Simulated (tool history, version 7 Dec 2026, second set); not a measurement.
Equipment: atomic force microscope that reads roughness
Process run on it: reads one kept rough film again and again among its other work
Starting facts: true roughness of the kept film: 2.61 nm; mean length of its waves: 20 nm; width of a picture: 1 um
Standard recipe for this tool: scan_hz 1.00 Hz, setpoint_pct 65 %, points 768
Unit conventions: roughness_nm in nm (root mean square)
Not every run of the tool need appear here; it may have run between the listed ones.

Run 1, hour 0.0: usual settings. Result: roughness_nm 2.109 nm (root mean square).
Run 2, hour 61.2: usual settings. Result: roughness_nm 1.977 nm (root mean square).
Run 3, hour 118.7: usual settings. Result: roughness_nm 1.823 nm (root mean square).
Run 4, hour 177.3: usual settings. Result: roughness_nm 1.705 nm (root mean square).
Run 5, hour 225.0: usual settings but scan_hz 1.45 Hz. Result: roughness_nm 1.609 nm (root mean square).
At hour 237.7: new tip fitted.
Run 6, hour 260.8: usual settings but scan_hz 0.53 Hz. Result: roughness_nm 2.087 nm (root mean square).
Run 7, hour 308.0: usual settings but scan_hz 0.53 Hz. Result: roughness_nm 1.950 nm (root mean square).
Run 8, hour 346.0: usual settings but scan_hz 0.53 Hz. Result: roughness_nm 1.865 nm (root mean square).
Run 9, hour 406.5: usual settings but scan_hz 0.53 Hz. Result: roughness_nm 1.741 nm (root mean square).
Run 10, hour 442.6: usual settings but scan_hz 0.53 Hz. Result: roughness_nm 1.658 nm (root mean square).
At hour 478.7: new tip fitted.
Run 11, hour 491.9: usual settings but scan_hz 0.53 Hz. Result: roughness_nm 2.091 nm (root mean square).
Run 12, hour 529.6: usual settings but scan_hz 0.53 Hz, points 465. Result: roughness_nm 1.947 nm (root mean square).
Run 13, hour 563.7: usual settings but scan_hz 0.53 Hz, points 465. Result: roughness_nm 1.880 nm (root mean square).
Run 14, hour 608.4: usual settings but scan_hz 0.53 Hz, points 465. Result: roughness_nm 1.771 nm (root mean square).
Run 15, hour 666.4: usual settings but scan_hz 0.53 Hz, points 465. Result: roughness_nm 1.683 nm (root mean square).
Run 16, hour 698.4: usual settings but scan_hz 0.76 Hz. Result: roughness_nm 1.618 nm (root mean square).
At hour 717.7: new tip fitted.
Run 17, hour 735.8: usual settings but scan_hz 0.76 Hz. Result: roughness_nm 2.089 nm (root mean square).
Run 18, hour 768.9: usual settings but scan_hz 0.76 Hz. Result: roughness_nm 1.996 nm (root mean square).
Run 19, hour 818.0: usual settings but scan_hz 0.76 Hz. Result: roughness_nm 1.882 nm (root mean square).
Run 20, hour 848.6: usual settings but scan_hz 0.76 Hz. Result: roughness_nm 1.807 nm (root mean square).
Run 21, hour 900.6: usual settings. Result: roughness_nm 1.698 nm (root mean square).
Run 22, hour 951.4: usual settings. Result: roughness_nm 1.598 nm (root mean square).
At hour 955.8: new tip fitted.
Run 23, hour 978.1: usual settings. Result: roughness_nm 2.074 nm (root mean square).
Run 24, hour 1032.5: usual settings. Result: roughness_nm 1.930 nm (root mean square).
Run 25, hour 1090.9: usual settings. Result: roughness_nm 1.774 nm (root mean square).
At hour 1094.6: height scale calibrated on a step standard.
Run 26, hour 1150.6: usual settings but scan_hz 0.90 Hz, setpoint_pct 81 %. Result: roughness_nm 1.617 nm (root mean square).
Run 27, hour 1182.4: usual settings but scan_hz 0.90 Hz, setpoint_pct 81 %. Result: roughness_nm 1.576 nm (root mean square).
At hour 1194.8: new tip fitted.
Run 28, hour 1227.6: usual settings but setpoint_pct 87 %. Result: roughness_nm 1.934 nm (root mean square).
Run 29, hour 1268.3: usual settings but setpoint_pct 87 %. Result: roughness_nm 1.827 nm (root mean square).
Run 30, hour 1311.8: usual settings but setpoint_pct 87 %. Result: roughness_nm 1.731 nm (root mean square).
Run 31, hour 1359.5: usual settings but scan_hz 0.71 Hz, points 758. Result: roughness_nm 1.710 nm (root mean square).
At hour 1373.7: height scale calibrated on a step standard, once more.
Run 32, hour 1405.2: usual settings but scan_hz 0.71 Hz, points 718. Result: roughness_nm 1.661 nm (root mean square).
At hour 1433.8: new tip fitted.
Run 33, hour 1447.1: usual settings but scan_hz 0.57 Hz, points 442. Result: roughness_nm 2.103 nm (root mean square).
Run 34, hour 1474.8: usual settings but scan_hz 2.77 Hz. Result: roughness_nm 1.941 nm (root mean square).
Run 35, hour 1523.2: usual settings but scan_hz 2.41 Hz, setpoint_pct 68 %, points 840. Result: roughness_nm 1.825 nm (root mean square).
Run 36, hour 1553.7: usual settings but setpoint_pct 78 %, points 256. Result: roughness_nm 1.729 nm (root mean square).
Run 37, hour 1606.6: usual settings but setpoint_pct 78 %, points 256. Result: roughness_nm 1.639 nm (root mean square).
Run 38, hour 1653.6: usual settings but scan_hz 1.20 Hz, setpoint_pct 71 %, points 256. Result: roughness_nm 1.561 nm (root mean square).
At hour 1674.4: new tip fitted.
Run 39, hour 1687.7: usual settings but scan_hz 1.20 Hz, setpoint_pct 71 %, points 256. Result: roughness_nm 1.977 nm (root mean square).
Run 40, hour 1716.2: usual settings but scan_hz 1.20 Hz, setpoint_pct 71 %, points 256. Result: roughness_nm 1.918 nm (root mean square).
Run 41, hour 1754.6: usual settings but scan_hz 1.20 Hz, setpoint_pct 71 %, points 256. Result: roughness_nm 1.823 nm (root mean square).
Run 42, hour 1800.2: usual settings but scan_hz 0.57 Hz, setpoint_pct 72 %, points 290. Result: roughness_nm 1.760 nm (root mean square).
Run 43, hour 1834.3: usual settings but scan_hz 0.57 Hz, setpoint_pct 72 %, points 290. Result: roughness_nm 1.685 nm (root mean square).
Run 44, hour 1883.5: usual settings but scan_hz 0.57 Hz, setpoint_pct 72 %, points 290. Result: roughness_nm 1.603 nm (root mean square).
At hour 1911.4: new tip fitted.
Run 45, hour 1944.9: usual settings but scan_hz 0.57 Hz, setpoint_pct 72 %, points 290. Result: roughness_nm 1.983 nm (root mean square).
Run 46, hour 1991.0: usual settings but scan_hz 1.58 Hz, setpoint_pct 76 %, points 748. Result: roughness_nm 1.843 nm (root mean square).
Run 47, hour 2038.6: usual settings but scan_hz 1.58 Hz, setpoint_pct 76 %, points 748. Result: roughness_nm 1.758 nm (root mean square).
Run 48, hour 2090.2: usual settings but setpoint_pct 73 %. Result: roughness_nm 1.700 nm (root mean square).
Run 49, hour 2146.3: usual settings but scan_hz 0.78 Hz, setpoint_pct 61 %. Result: roughness_nm 1.625 nm (root mean square).
At hour 2151.2: new tip fitted.
Run 50, hour 2197.6: usual settings but scan_hz 0.78 Hz, setpoint_pct 61 %. Result: roughness_nm 2.022 nm (root mean square).

Consider 3 possible next runs. They are alternatives, not a sequence: every one starts from the tool as it was left by run 50. What does each give?
Run A, hour 2252.0: usual settings but scan_hz 3.18 Hz, setpoint_pct 61 %. Result: roughness_nm ?.
Run B, hour 2252.0: usual settings but scan_hz 1.04 Hz, setpoint_pct 77 %, points 557. Result: roughness_nm ?.
Run C, hour 2252.0: usual settings but scan_hz 0.78 Hz, setpoint_pct 62 %, points 848. Result: roughness_nm ?.

run  roughness_nm
  A         1.803
  B         1.823
  C         1.878
With the hidden condition removed and each run's random variation left untouched, the same runs would have given:
run  roughness_nm
  A         2.084
  B         2.107
  C         2.171
